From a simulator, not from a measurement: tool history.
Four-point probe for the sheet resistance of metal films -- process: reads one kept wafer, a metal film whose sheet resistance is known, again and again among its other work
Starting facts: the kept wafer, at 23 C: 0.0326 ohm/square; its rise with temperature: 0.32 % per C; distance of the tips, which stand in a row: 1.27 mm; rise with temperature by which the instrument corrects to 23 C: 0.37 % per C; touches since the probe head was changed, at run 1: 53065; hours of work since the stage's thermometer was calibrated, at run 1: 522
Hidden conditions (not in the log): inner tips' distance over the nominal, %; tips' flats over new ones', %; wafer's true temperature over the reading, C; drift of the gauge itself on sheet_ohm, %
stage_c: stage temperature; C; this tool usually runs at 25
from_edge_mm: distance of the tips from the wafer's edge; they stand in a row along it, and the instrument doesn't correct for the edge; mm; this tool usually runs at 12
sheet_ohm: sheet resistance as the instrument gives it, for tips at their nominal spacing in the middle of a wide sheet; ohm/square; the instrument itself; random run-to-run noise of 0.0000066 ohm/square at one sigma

| run | hour | stage_c | from_edge_mm | touches since the probe head was changed | hours of work since the stage's thermometer was calibrated | sheet_ohm |
|---|---|---|---|---|---|---|
| 1 | 0.0 | 25 | 12 | 53065 | 522 | 0.032958 |
| 2 | 17.4 | 25 | 24 | 53731 | 534 | 0.032819 |
| 3 | 33.2 | 25 | 12 | 54338 | 544 | 0.032963 |
| 4 | 55.4 | 25 | 12 | 55190 | 559 | 0.032958 |
| 5 | 74.8 | 25 | 12 | 55935 | 572 | 0.032955 |
| 6 | 94.8 | 32 | 12 | 56702 | 585 | 0.032872 |
| 7 | 113.3 | 25 | 29 | 57413 | 598 | 0.032807 |
| 8 | 128.2 | 25 | 29 | 57985 | 608 | 0.032818 |
| 9 | 142.1 | 25 | 12 | 58518 | 617 | 0.032975 |
| 10 | 161.6 | 25 | 12 | 59266 | 630 | 0.032975 |
|  | 163.9 | stage's thermometer calibrated |
| 11 | 177.1 | 25 | 12 | 59842 | 9 | 0.032995 |
| 12 | 195.3 | 25 | 12 | 60540 | 21 | 0.032986 |
| 13 | 215.9 | 19 | 40 | 61333 | 35 | 0.032905 |
| 14 | 236.5 | 19 | 4 | 62122 | 49 | 0.034575 |
| 15 | 258.8 | 19 | 4 | 62979 | 64 | 0.034577 |
| 16 | 283.3 | 22 | 15 | 63919 | 80 | 0.032967 |
| 17 | 299.3 | 20 | 14 | 64531 | 91 | 0.033029 |
|  | 311.9 | stage's thermometer calibrated, once more |
| 18 | 313.1 | 20 | 28 | 65041 | 1 | 0.032899 |
| 19 | 337.4 | 20 | 28 | 65974 | 17 | 0.032897 |
| 20 | 359.8 | 25 | 15 | 66833 | 32 | 0.032908 |
| 21 | 380.9 | 28 | 14 | 67645 | 46 | 0.032889 |
| 22 | 397.2 | 18 | 11 | 68271 | 57 | 0.033136 |
| 23 | 412.6 | 18 | 11 | 68861 | 67 | 0.033140 |

Hidden state or all else? Some run-to-run changes of sheet_ohm, split into what the settings, what came in and random variation would give without the hidden state, and what is left for the hidden state (with any gauge scatter that isn't in both results):
Run 13 -> 14: from_edge_mm 40 -> 4. sheet_ohm +0.001670 ohm/square: hidden state +0.000013, all else +0.001657.
Run 15 -> 16: stage_c 19 -> 22, from_edge_mm 4 -> 15. sheet_ohm -0.001610 ohm/square: hidden state -0.000008, all else -0.001602.
Run 17 -> 18: from_edge_mm 14 -> 28, stage's thermometer calibrated, once more. sheet_ohm -0.000130 ohm/square: hidden state -0.000019, all else -0.000111.
